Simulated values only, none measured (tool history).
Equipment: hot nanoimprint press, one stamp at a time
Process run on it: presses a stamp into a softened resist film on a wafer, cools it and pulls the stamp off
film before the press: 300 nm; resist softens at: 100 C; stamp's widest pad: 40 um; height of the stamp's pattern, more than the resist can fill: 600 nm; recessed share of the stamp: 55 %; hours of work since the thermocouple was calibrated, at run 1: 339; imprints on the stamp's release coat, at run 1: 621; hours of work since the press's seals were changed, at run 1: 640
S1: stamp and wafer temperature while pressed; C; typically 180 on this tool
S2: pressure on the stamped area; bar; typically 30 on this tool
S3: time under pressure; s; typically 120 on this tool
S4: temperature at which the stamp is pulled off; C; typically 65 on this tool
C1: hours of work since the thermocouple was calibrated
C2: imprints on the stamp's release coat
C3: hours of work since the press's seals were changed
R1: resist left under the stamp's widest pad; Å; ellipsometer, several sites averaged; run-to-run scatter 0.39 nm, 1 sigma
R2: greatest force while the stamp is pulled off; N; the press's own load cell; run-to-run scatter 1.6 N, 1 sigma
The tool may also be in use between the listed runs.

run 1 hour=0 | S1=180 S2=30 S3=120 S4=65 | C1=339 C2=621 C3=640 | R1=1584 R2=150
run 2 hour=20.4 | S1=180 S2=30 S3=120 S4=66 | C1=353 C2=689 C3=655 | R1=1575 R2=150
-- hour=41.5 stamp cleaned and given a new release coat
run 3 hour=47 | S1=180 S2=30 S3=120 S4=66 | C1=367 C2=18 C3=669 | R1=1578 R2=133
-- hour=57.4 plate thermocouple calibrated
run 4 hour=64.9 | S1=180 S2=30 S3=120 S4=66 | C1=5 C2=67 C3=679 | R1=1534 R2=133
run 5 hour=79.8 | S1=180 S2=30 S3=120 S4=66 | C1=15 C2=117 C3=689 | R1=1532 R2=130
run 6 hour=95.6 | S1=180 S2=30 S3=120 S4=66 | C1=26 C2=169 C3=700 | R1=1542 R2=134
-- hour=121.6 plate thermocouple calibrated, once more
run 7 hour=123.3 | S1=188 S2=30 S3=120 S4=66 | C1=1 C2=251 C3=717 | R1=1209 R2=139
run 8 hour=143.2 | S1=188 S2=30 S3=120 S4=66 | C1=15 C2=317 C3=731 | R1=1205 R2=142
run 9 hour=154.6 | S1=188 S2=30 S3=120 S4=66 | C1=23 C2=355 C3=738 | R1=1209 R2=142
run 10 hour=170.9 | S1=188 S2=30 S3=120 S4=66 | C1=34 C2=408 C3=750 | R1=1206 R2=146
run 11 hour=188.6 | S1=188 S2=30 S3=120 S4=56 | C1=46 C2=467 C3=762 | R1=1205 R2=166
run 12 hour=205.6 | S1=183 S2=23.6 S3=120 S4=56 | C1=58 C2=524 C3=774 | R1=1604 R2=170
run 13 hour=218.4 | S1=183 S2=23.6 S3=120 S4=56 | C1=67 C2=566 C3=782 | R1=1595 R2=172
run 14 hour=237.2 | S1=180 S2=30 S3=120 S4=51 | C1=79 C2=628 C3=795 | R1=1622 R2=183
run 15 hour=259.1 | S1=180 S2=19.5 S3=233 S4=71 | C1=94 C2=701 C3=810 | R1=1536 R2=143
-- hour=269.1 press's hydraulic seals changed and the load cell set to zero
-- hour=283.7 stamp cleaned and given a new release coat
run 16 hour=292 | S1=180 S2=25.5 S3=198 S4=59 | C1=107 C2=28 C3=12 | R1=1405 R2=147
run 17 hour=309.8 | S1=180 S2=25.5 S3=198 S4=59 | C1=120 C2=87 C3=24 | R1=1405 R2=147

Below are 4 alternative next runs, each starting from the tool's condition after run 17. Predict each:
run A hour=324 | S1=180 S2=32.3 S3=69 S4=59 | C1=129 C2=134 C3=34 | R1=? R2=?
run B hour=324 | S1=171 S2=30 S3=120 S4=59 | C1=129 C2=134 C3=34 | R1=? R2=?
run C hour=324 | S1=182 S2=30 S3=172 S4=65 | C1=129 C2=134 C3=34 | R1=? R2=?
run D hour=324 | S1=175 S2=19.8 S3=133 S4=59 | C1=129 C2=134 C3=34 | R1=? R2=?

run=A R1=1815 R2=148
run=B R1=2104 R2=147
run=C R1=1266 R2=138
run=D R1=2082 R2=151
With the hidden condition removed and each run's random variation left untouched, the same runs would have given:
run=A R1=1850 R2=145
run=B R1=2141 R2=145
run=C R1=1297 R2=136
run=D R1=2117 R2=148
